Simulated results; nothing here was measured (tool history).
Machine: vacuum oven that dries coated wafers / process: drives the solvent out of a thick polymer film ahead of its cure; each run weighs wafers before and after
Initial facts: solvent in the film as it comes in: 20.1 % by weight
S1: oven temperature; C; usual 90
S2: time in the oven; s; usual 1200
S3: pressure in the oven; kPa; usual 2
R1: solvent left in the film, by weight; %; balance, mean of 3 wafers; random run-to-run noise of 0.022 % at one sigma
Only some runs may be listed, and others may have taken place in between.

run,day,S1,S2,S3,R1
1,0,90,1200,2,5.46
2,1.312,90,1200,2,5.48
3,2.696,90,1200,1.44,5.15
4,3.592,90,1380,2,4.74
5,4.596,90,1200,2,5.45
6,6.275,90,1200,2,5.43
7,7.592,90,1200,2,5.43
8,8.7,90,1200,2,5.45
9,10.104,84,1200,2,7.89
10,11.521,84,1200,5.03,9.39
11,12.225,84,1200,5.03,9.47
12,13.296,81,1200,5.03,10.74
13,14.612,93,1080,1.27,4.52
14,16.029,94,1320,1.74,3.37
15,16.854,94,1320,1.74,3.39
16,18.454,100,1200,2.14,2.27
17,19.367,82,960,2,9.85
18,20.85,82,960,2,9.85
19,21.808,82,960,2,9.84
20,23.533,82,960,2,9.8

3 ways to go on from here, each from the tool as it stands after run 20. What would each give?
A,24.85,75,720,2,?
B,24.85,103,1440,5.32,?
C,24.85,95,1200,3.37,?

run,R1
A,13.32
B,2.49
C,4.23
Without the tool's unlogged condition, the same runs would have read:
run,R1
A,13.32
B,2.49
C,4.23
